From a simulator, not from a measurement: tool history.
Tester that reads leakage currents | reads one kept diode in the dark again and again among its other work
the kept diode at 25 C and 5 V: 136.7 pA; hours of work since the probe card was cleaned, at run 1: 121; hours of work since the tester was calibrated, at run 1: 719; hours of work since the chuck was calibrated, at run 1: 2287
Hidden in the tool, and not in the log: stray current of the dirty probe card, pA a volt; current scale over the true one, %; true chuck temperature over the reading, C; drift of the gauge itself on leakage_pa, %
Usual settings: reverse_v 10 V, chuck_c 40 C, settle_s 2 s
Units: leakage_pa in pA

run,hour,reverse_v,chuck_c,settle_s,hours of work since the probe card was cleaned,hours of work since the tester was calibrated,hours of work since the chuck was calibrated,leakage_pa
1,0,10,40,2,121,719,2287,503.55
# hour 217.5: chuck's temperature calibrated
2,233.3,10,40,2,275,873,10,501.38
3,522.1,10,40,2,467,1064,202,503.13
4,732.7,10,40,2,606,1204,342,501.37
5,967.8,10,40,2,762,1360,498,501.84
6,1107.8,10,40,2,855,1453,591,502.58
7,1385.9,1.6,40,2,1040,1637,775,274.47
8,1582,1.6,40,2,1170,1768,905,276.08
9,1704.3,10,40,2,1251,1849,986,502.3
10,1840.4,10,40,2,1341,1939,1077,505.69
11,2100.2,7.2,23,0.59,1513,2111,1249,135.73
12,2222,7.2,23,0.59,1594,2192,1330,135.49

The next listed run, before its measurement:
13,2377.7,3.9,31,0.94,1698,2295,1433,?

{"run 13": {"leakage_pa": 196.95}}
Without the tool's hidden state the same run would have given leakage_pa 196.89 pA.
